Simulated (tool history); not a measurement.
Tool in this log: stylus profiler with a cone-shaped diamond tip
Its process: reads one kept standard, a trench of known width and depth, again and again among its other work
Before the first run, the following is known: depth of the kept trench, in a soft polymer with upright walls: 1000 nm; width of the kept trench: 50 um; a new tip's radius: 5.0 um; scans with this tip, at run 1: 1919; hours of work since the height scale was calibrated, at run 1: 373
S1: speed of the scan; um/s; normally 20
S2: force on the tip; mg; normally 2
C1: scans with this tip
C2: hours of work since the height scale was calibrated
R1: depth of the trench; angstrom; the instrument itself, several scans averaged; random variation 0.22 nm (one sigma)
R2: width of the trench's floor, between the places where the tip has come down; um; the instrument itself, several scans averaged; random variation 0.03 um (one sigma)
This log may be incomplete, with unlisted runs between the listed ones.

run 1 day=0 | S1=20 S2=2 | C1=1919 C2=373 | R1=10071 R2=43.65
run 2 day=1.396 | S1=15 S2=2 | C1=1993 C2=388 | R1=10069.9 R2=43.69
run 3 day=2.529 | S1=15 S2=2 | C1=2054 C2=400 | R1=10070 R2=43.62
run 4 day=3.746 | S1=15 S2=2 | C1=2119 C2=412 | R1=10065.9 R2=43.65
run 5 day=4.846 | S1=15 S2=2 | C1=2178 C2=424 | R1=10074.7 R2=43.56
run 6 day=5.779 | S1=15 S2=2 | C1=2228 C2=434 | R1=10075.3 R2=43.6
run 7 day=6.971 | S1=15 S2=2 | C1=2292 C2=446 | R1=10072 R2=43.53
-- day=7.133 height scale calibrated on a step standard
run 8 day=7.742 | S1=5 S2=1.26 | C1=2333 C2=6 | R1=10062 R2=43.6
run 9 day=8.388 | S1=13 S2=1.16 | C1=2367 C2=13 | R1=10060.8 R2=43.49
run 10 day=9.6 | S1=13 S2=1.16 | C1=2432 C2=26 | R1=10062.6 R2=43.47

Estimate the outcome of run 11 from the log above:
run 11 day=11.029 | S1=13 S2=1.16 | C1=2509 C2=41 | R1=? R2=?

{"run 11": {"R1": 10062.5, "R2": 43.55}}
Without the tool's hidden state the same run would have given R1 10035.6 angstrom, R2 44 um.

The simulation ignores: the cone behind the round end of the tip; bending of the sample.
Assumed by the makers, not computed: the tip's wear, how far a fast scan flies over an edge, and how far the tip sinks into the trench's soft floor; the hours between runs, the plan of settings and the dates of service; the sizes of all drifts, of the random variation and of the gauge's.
